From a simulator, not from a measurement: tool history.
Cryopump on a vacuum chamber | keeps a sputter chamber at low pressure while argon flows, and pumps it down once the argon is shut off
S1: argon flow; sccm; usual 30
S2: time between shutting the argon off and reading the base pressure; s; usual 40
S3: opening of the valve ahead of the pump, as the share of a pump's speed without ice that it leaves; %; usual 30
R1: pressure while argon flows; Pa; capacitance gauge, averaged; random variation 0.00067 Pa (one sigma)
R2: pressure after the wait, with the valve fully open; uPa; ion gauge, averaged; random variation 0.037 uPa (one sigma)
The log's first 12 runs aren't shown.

run,hour,S1,S2,S3,R1,R2
# hour 463.0: pump warmed up, emptied and cooled again
13,471.6,30,40,46,0.0733,2.40
14,508.9,30,40,46,0.0728,2.46
15,543.3,30,40,30,0.1123,2.45
16,568.1,30,40,30,0.1131,2.51
17,611.2,30,40,30,0.1135,2.55
18,638.3,48,259,47,0.1202,0.94
19,667.1,48,259,47,0.1213,0.96
20,691.0,48,259,47,0.1209,0.97
21,714.8,30,40,36,0.0983,2.54
22,754.2,30,40,36,0.0992,2.71
23,775.8,15,40,32,0.0558,2.81
24,797.0,30,253,18,0.1931,1.16
25,828.5,30,253,18,0.1933,1.20
26,850.1,30,139,23,0.1535,1.46
27,869.9,17,133,28,0.0727,1.55
28,891.1,23,30,21,0.1298,3.49
29,927.9,28,22,22,0.1518,4.44
30,963.0,30,40,31,0.1205,2.96
31,1009.4,19,195,47,0.0538,1.56
32,1031.4,41,78,55,0.1048,2.22
# hour 1079.9: pump warmed up, emptied and cooled again
33,1080.6,41,78,55,0.0842,1.85
34,1110.3,41,78,55,0.0847,1.82

3 ways to go on from here, each from the tool as it stands after run 34. What would each give?
A,1147.6,41,72,21,?,?
B,1147.6,48,78,18,?,?
C,1147.6,12,21,56,?,?

run,R1,R2
A,0.2164,2.00
B,0.2986,1.93
C,0.0239,4.52
Without the tool's hidden state the same runs would have given:
run,R1,R2
A,0.2135,1.26
B,0.2950,1.18
C,0.0231,3.78
